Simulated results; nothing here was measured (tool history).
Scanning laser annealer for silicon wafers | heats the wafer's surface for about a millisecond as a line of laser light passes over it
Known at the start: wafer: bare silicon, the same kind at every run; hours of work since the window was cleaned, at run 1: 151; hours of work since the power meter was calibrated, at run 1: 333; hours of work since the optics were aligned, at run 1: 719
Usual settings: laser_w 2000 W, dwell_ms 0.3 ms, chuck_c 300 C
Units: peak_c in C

run,hour,laser_w,dwell_ms,chuck_c,hours of work since the window was cleaned,hours of work since the power meter was calibrated,hours of work since the optics were aligned,peak_c
1,0,2000,0.3,300,151,333,719,1143
2,23.5,2000,0.3,300,165,348,734,1148
3,44.5,2000,0.3,300,178,361,747,1145
4,68.5,2000,0.3,300,193,376,762,1145
5,85.3,2000,0.3,300,204,386,773,1145
6,98.8,2000,0.311,300,212,395,781,1166
7,121.8,2000,0.311,300,227,409,795,1164
8,142.4,2000,0.311,300,240,422,808,1167
9,155.5,2000,0.311,300,248,430,816,1165
10,167.7,2000,0.311,300,255,438,824,1159
11,190.8,2184,0.3,300,270,452,838,1241
12,209.5,2184,0.3,300,281,464,850,1242
13,228.5,2000,0.3,283,293,476,862,1128
14,248.3,2000,0.3,283,306,488,874,1125
15,275.8,2000,0.3,283,323,505,892,1127
16,292.7,1789,0.3,300,333,516,902,1034
17,305.7,2000,0.3,300,341,524,910,1144
18,326.6,2000,0.3,300,354,537,923,1146
19,353,2000,0.3,300,371,553,940,1146
20,373.2,2000,0.3,300,384,566,952,1142
21,391.6,2000,0.3,300,395,578,964,1144
22,406.1,1802,0.296,271,404,587,973,1008
23,433.1,2000,0.345,300,421,603,990,1218
24,447,2000,0.225,300,430,612,998,1013
25,470.9,2000,0.225,300,445,627,1013,1016
26,490,2140,0.289,310,456,639,1025,1210
27,508.6,1866,0.3,279,468,651,1037,1051
28,525.2,1866,0.3,279,478,661,1047,1054
29,538.2,1866,0.3,279,486,669,1055,1055
30,552.5,1866,0.3,279,495,678,1064,1054
31,564.9,2170,0.247,323,503,686,1072,1157
32,586.3,2158,0.3,306,517,699,1085,1235
33,599.6,2158,0.3,306,525,707,1094,1234
34,621.6,1731,0.3,300,539,721,1107,1004
35,646.6,2075,0.239,286,554,737,1123,1067
36,673.8,2075,0.239,286,571,754,1140,1061
37,700.7,2053,0.333,275,588,770,1157,1202
38,713.6,2053,0.333,275,596,779,1165,1203
39,731.7,2153,0.3,264,607,790,1176,1187
40,745,2153,0.3,264,616,798,1184,1192
41,766.6,1812,0.235,300,629,812,1198,948
42,791,1875,0.34,302,644,827,1213,1141

3 ways to go on from here, each from the tool as it stands after run 42. What would each give?
A,816,2000,0.251,335,660,842,1229,?
B,816,2000,0.3,298,660,842,1229,?
C,816,1875,0.239,302,660,842,1229,?

run,peak_c
A,1096
B,1143
C,986
Without the tool's hidden state the same runs would have given:
run,peak_c
A,1097
B,1144
C,987

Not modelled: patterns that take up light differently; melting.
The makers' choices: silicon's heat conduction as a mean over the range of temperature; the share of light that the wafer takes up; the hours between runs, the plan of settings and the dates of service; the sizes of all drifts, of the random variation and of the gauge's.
